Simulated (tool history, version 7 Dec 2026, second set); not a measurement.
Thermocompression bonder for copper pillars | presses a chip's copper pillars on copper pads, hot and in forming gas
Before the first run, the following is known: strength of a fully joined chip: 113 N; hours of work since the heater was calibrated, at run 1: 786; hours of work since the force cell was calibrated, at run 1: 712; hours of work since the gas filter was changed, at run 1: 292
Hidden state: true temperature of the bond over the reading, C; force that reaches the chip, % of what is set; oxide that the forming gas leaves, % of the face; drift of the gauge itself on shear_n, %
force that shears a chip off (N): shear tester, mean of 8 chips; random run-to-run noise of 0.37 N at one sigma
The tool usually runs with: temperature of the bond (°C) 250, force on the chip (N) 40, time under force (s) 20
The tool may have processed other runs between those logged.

run   hour  temperature of the bond (°C)  force on the chip (N)  time under force (s)  hours of work since the heater was calibrated  hours of work since the force cell was calibrated  hours of work since the gas filter was changed  force that shears a chip off (N)
  1      0                           250                     40                    20                                            786                                                712                                             292                              59.8
  2   32.8                           250                     53                    20                                            800                                                726                                             306                              71.3
  3   56.6                           250                     40                    45                                            810                                                736                                             316                              77.1
  4   82.6                           250                     40                    45                                            821                                                747                                             327                              76.5
  5  104.4                           250                     40                    45                                            830                                                756                                             336                                77
       144  -- forming gas filter changed
  6    144                           250                     40                    45                                            847                                                772                                               0                              76.7
  7  164.1                           250                     40                    45                                            855                                                781                                               8                              77.2
  8  192.8                           250                     40                    55                                            867                                                793                                              21                              80.8
  9  216.2                           250                     40                    55                                            877                                                803                                              30                              80.9
 10  253.4                           250                     40                    55                                            893                                                818                                              46                              80.7
 11  277.6                           250                     40                    20                                            903                                                829                                              56                              60.4
 12  304.5                           250                     40                    20                                            914                                                840                                              68                                60
 13  345.8                           250                     40                    20                                            932                                                857                                              85                              59.7
 14  385.9                           250                     40                    20                                            949                                                874                                             102                              60.8
     390.4  -- heater calibrated with a thermocouple chip
 15  408.4                           250                     40                    20                                              8                                                883                                             111                              59.3
 16  436.6                           250                     40                    20                                             19                                                895                                             123                              59.4
 17  480.5                           250                     40                    20                                             38                                                913                                             141                              60.2
 18  499.2                           250                     40                    20                                             46                                                921                                             149                              60.1
 19  528.4                           250                     40                    20                                             58                                                933                                             161                              59.7
 20  560.1                           250                     40                    20                                             72                                                947                                             175                              60.5
 21  602.8                           232                     40                    29                                             90                                                965                                             193                              50.3
 22  638.5                           232                     40                    29                                            105                                                980                                             208                              50.1
 23  675.4                           235                     40                    27                                            120                                                995                                             223                              51.3
 24  694.9                           235                     40                    27                                            128                                               1004                                             231                              51.5
 25  735.7                           250                     40                    37                                            146                                               1021                                             249                              72.2
 26  773.8                           250                     34                    13                                            162                                               1037                                             265                                46
     786.2  -- force cell calibrated
 27  809.7                           250                     34                    24                                            176                                                 10                                             279                              57.3
 28  840.9                           250                     34                    37                                            189                                                 23                                             292                                67
 29  877.6                           250                     34                    37                                            205                                                 39                                             308                              66.6
 30  905.9                           266                     54                    17                                            217                                                 51                                             320                              83.9

Entry by entry between the runs, the difference in hidden state between the last listed run before and the first listed run after:
From run 5 to run 6: forming gas filter changed (hour 144)
  oxide that the forming gas leaves, % of the face: 0.63 -> 0.5
From run 14 to run 15: heater calibrated with a thermocouple chip (hour 390.4)
  true temperature of the bond over the reading, C: 0.1 -> 0; oxide that the forming gas leaves, % of the face: 0.54 -> 0.55
From run 26 to run 27: force cell calibrated (hour 786.2)
  force that reaches the chip, % of what is set: 99.8 -> 100
